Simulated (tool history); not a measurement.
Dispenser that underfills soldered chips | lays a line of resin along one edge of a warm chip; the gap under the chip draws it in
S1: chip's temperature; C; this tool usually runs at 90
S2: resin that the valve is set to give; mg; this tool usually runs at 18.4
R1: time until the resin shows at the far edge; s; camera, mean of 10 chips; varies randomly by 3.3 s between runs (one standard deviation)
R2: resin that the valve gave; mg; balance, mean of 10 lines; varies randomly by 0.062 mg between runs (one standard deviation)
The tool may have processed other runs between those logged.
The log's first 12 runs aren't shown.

run   hour  S1    S2     R1     R2
 13  118.2  78  18.4  761.7  18.16
     122.1  -- new syringe of resin
 14  131.2  78  18.4  794.9  18.01
     133.8  -- new syringe of resin
 15  140.2  90  18.4  431.9  17.91
     145.7  -- new syringe of resin
 16  146.7  90  18.4  373.7  17.76
 17  153.5  90  18.4  476.1  17.83
     157.6  -- new syringe of resin
 18  166.8  90  16.1  524.4  15.61
     169.5  -- new syringe of resin
 19  180.2  90  16.1  539.0  15.49
     181.4  -- new syringe of resin
 20  190.3  90  16.1  504.0  15.30
     193.6  -- new syringe of resin
 21  198.2  79  20.8  621.5  19.70
     202.1  -- dispensing valve cleaned and set on the balance
     206.7  -- new syringe of resin
 22  210.6  94  22.1  334.0  22.01
     218.9  -- new syringe of resin
 23  218.9  76  19.9  613.7  19.84
 24  226.5  76  19.8  807.9  19.61
     231.0  -- new syringe of resin
 25  235.5  90  20.2  391.4  19.85
     243.0  -- new syringe of resin
 26  246.2  90  20.2  385.4  19.76
 27  252.0  90  20.2  479.5  19.74
     254.8  -- new syringe of resin
 28  264.8  90  20.2  495.2  19.63
     267.1  -- new syringe of resin
 29  276.1  81  22.1  684.6  21.40
     280.1  -- new syringe of resin
 30  285.4  87  20.4  479.4  19.61
     292.2  -- new syringe of resin
 31  293.8  87  20.4  414.3  19.53
     303.4  -- stage's temperature calibrated
     305.2  -- new syringe of resin
 32  305.9  90  19.1  330.9  18.12
 33  314.4  90  19.1  459.0  18.13
     317.2  -- new syringe of resin
     319.5  -- dispensing valve cleaned and set on the balance
 34  327.7  85  18.3  571.7  18.19
     330.1  -- new syringe of resin
 35  341.2  99  23.2  331.7  23.06

Each row is a separate what-if for the run after 35, all from the same tool condition, not one after another. Results?
     342.3  -- new syringe of resin
  A  353.3  105  23.6   ?   ?
     342.3  -- new syringe of resin
  B  353.3   90  21.6   ?   ?
     342.3  -- new syringe of resin
  C  353.3   87  21.3   ?   ?

run     R1     R2
  A  269.1  23.20
  B  479.2  21.31
  C  529.0  20.97
Without the tool's hidden state the same runs would have given:
run     R1     R2
  A  180.0  23.56
  B  320.1  21.65
  C  353.4  21.29

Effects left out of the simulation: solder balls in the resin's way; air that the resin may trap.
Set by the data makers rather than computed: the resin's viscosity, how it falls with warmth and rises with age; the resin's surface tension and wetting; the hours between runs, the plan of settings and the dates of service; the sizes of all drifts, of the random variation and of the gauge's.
